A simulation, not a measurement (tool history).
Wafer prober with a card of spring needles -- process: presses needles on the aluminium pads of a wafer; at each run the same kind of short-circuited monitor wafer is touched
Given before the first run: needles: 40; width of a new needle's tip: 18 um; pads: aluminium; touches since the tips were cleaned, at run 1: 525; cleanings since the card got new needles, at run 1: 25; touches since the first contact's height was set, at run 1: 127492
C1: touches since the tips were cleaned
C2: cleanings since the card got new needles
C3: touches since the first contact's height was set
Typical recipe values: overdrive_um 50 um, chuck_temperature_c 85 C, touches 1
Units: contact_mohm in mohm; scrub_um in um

{"run": 1, "hour": 0.0, "overdrive_um": 50, "chuck_temperature_c": 85, "touches": 1, "C1": 525, "C2": 25, "C3": 127492, "contact_mohm": 184, "scrub_um": 6.99}
{"hour": 14.3, "done": "tips cleaned on abrasive film"}
{"run": 2, "hour": 21.6, "overdrive_um": 50, "chuck_temperature_c": 85, "touches": 2, "C1": 2341, "C2": 26, "C3": 134356, "contact_mohm": 182, "scrub_um": 6.94}
{"hour": 30.8, "done": "tips cleaned on abrasive film"}
{"hour": 45.9, "done": "tips cleaned on abrasive film"}
{"hour": 60.3, "done": "tips cleaned on abrasive film"}
{"run": 3, "hour": 64.1, "overdrive_um": 50, "chuck_temperature_c": 85, "touches": 2, "C1": 1220, "C2": 29, "C3": 147785, "contact_mohm": 184, "scrub_um": 7.01}
{"hour": 74.6, "done": "tips cleaned on abrasive film"}
{"hour": 90.1, "done": "tips cleaned on abrasive film"}
{"run": 4, "hour": 90.3, "overdrive_um": 50, "chuck_temperature_c": 85, "touches": 2, "C1": 44, "C2": 31, "C3": 156063, "contact_mohm": 180, "scrub_um": 7}
{"hour": 104.4, "done": "tips cleaned on abrasive film"}
{"hour": 118.3, "done": "tips cleaned on abrasive film"}
{"run": 5, "hour": 122.7, "overdrive_um": 50, "chuck_temperature_c": 85, "touches": 1, "C1": 1400, "C2": 33, "C3": 166320, "contact_mohm": 177, "scrub_um": 7.05}
{"hour": 132.3, "done": "tips cleaned on abrasive film"}
{"hour": 146.9, "done": "tips cleaned on abrasive film"}
{"hour": 162.8, "done": "tips cleaned on abrasive film"}
{"run": 6, "hour": 167.3, "overdrive_um": 50, "chuck_temperature_c": 34, "touches": 1, "C1": 1449, "C2": 36, "C3": 180447, "contact_mohm": 172, "scrub_um": 7}
{"hour": 178.0, "done": "tips cleaned on abrasive film"}
{"hour": 194.1, "done": "tips cleaned on abrasive film"}
{"run": 7, "hour": 206.3, "overdrive_um": 37, "chuck_temperature_c": 34, "touches": 1, "C1": 3915, "C2": 38, "C3": 192821, "contact_mohm": 177, "scrub_um": 5.23}
{"hour": 208.3, "done": "tips cleaned on abrasive film"}
{"hour": 223.4, "done": "tips cleaned on abrasive film"}
{"run": 8, "hour": 226.3, "overdrive_um": 50, "chuck_temperature_c": 34, "touches": 1, "C1": 932, "C2": 40, "C3": 199123, "contact_mohm": 173, "scrub_um": 6.9}
{"hour": 237.6, "done": "tips cleaned on abrasive film"}
{"hour": 248.3, "done": "height of the first contact set anew"}
{"run": 9, "hour": 248.3, "overdrive_um": 50, "chuck_temperature_c": 34, "touches": 1, "C1": 3322, "C2": 41, "C3": 0, "contact_mohm": 171, "scrub_um": 6.95}
{"hour": 251.8, "done": "tips cleaned on abrasive film"}
{"hour": 265.9, "done": "tips cleaned on abrasive film"}
{"hour": 282.0, "done": "tips cleaned on abrasive film"}
{"run": 10, "hour": 287.4, "overdrive_um": 50, "chuck_temperature_c": 85, "touches": 1, "C1": 1711, "C2": 44, "C3": 12359, "contact_mohm": 179, "scrub_um": 7.02}
{"hour": 296.6, "done": "tips cleaned on abrasive film"}
{"hour": 312.7, "done": "tips cleaned on abrasive film"}
{"hour": 327.9, "done": "tips cleaned on abrasive film"}
{"run": 11, "hour": 327.9, "overdrive_um": 50, "chuck_temperature_c": 85, "touches": 1, "C1": 0, "C2": 47, "C3": 25170, "contact_mohm": 178, "scrub_um": 7}
{"hour": 342.4, "done": "tips cleaned on abrasive film"}
{"hour": 358.6, "done": "tips cleaned on abrasive film"}
{"run": 12, "hour": 372.2, "overdrive_um": 50, "chuck_temperature_c": 85, "touches": 1, "C1": 4325, "C2": 49, "C3": 39221, "contact_mohm": 179, "scrub_um": 7.02}
{"hour": 374.4, "done": "tips cleaned on abrasive film"}
{"hour": 388.7, "done": "tips cleaned on abrasive film"}
{"hour": 405.1, "done": "tips cleaned on abrasive film"}
{"run": 13, "hour": 410.6, "overdrive_um": 50, "chuck_temperature_c": 85, "touches": 2, "C1": 1758, "C2": 52, "C3": 51377, "contact_mohm": 182, "scrub_um": 7.01}
{"hour": 419.7, "done": "tips cleaned on abrasive film"}
{"hour": 434.8, "done": "tips cleaned on abrasive film"}
{"run": 14, "hour": 445.3, "overdrive_um": 50, "chuck_temperature_c": 117, "touches": 3, "C1": 3351, "C2": 54, "C3": 62352, "contact_mohm": 189, "scrub_um": 7.01}
{"hour": 450.6, "done": "tips cleaned on abrasive film"}
{"hour": 464.8, "done": "tips cleaned on abrasive film"}
{"run": 15, "hour": 466.5, "overdrive_um": 50, "chuck_temperature_c": 117, "touches": 3, "C1": 523, "C2": 56, "C3": 69040, "contact_mohm": 187, "scrub_um": 6.96}

Forecast run 16:
{"hour": 480.3, "done": "tips cleaned on abrasive film"}
{"hour": 496.4, "done": "tips cleaned on abrasive film"}
{"run": 16, "hour": 500.4, "overdrive_um": 64, "chuck_temperature_c": 49, "touches": 1, "C1": 1266, "C2": 58, "C3": 79781, "contact_mohm": "?", "scrub_um": "?"}

Run 16 produced contact_mohm 167 mohm, scrub_um 8.85 um.
Had the tool carried no hidden state, the very same run would have given contact_mohm 166 mohm, scrub_um 8.85 um.

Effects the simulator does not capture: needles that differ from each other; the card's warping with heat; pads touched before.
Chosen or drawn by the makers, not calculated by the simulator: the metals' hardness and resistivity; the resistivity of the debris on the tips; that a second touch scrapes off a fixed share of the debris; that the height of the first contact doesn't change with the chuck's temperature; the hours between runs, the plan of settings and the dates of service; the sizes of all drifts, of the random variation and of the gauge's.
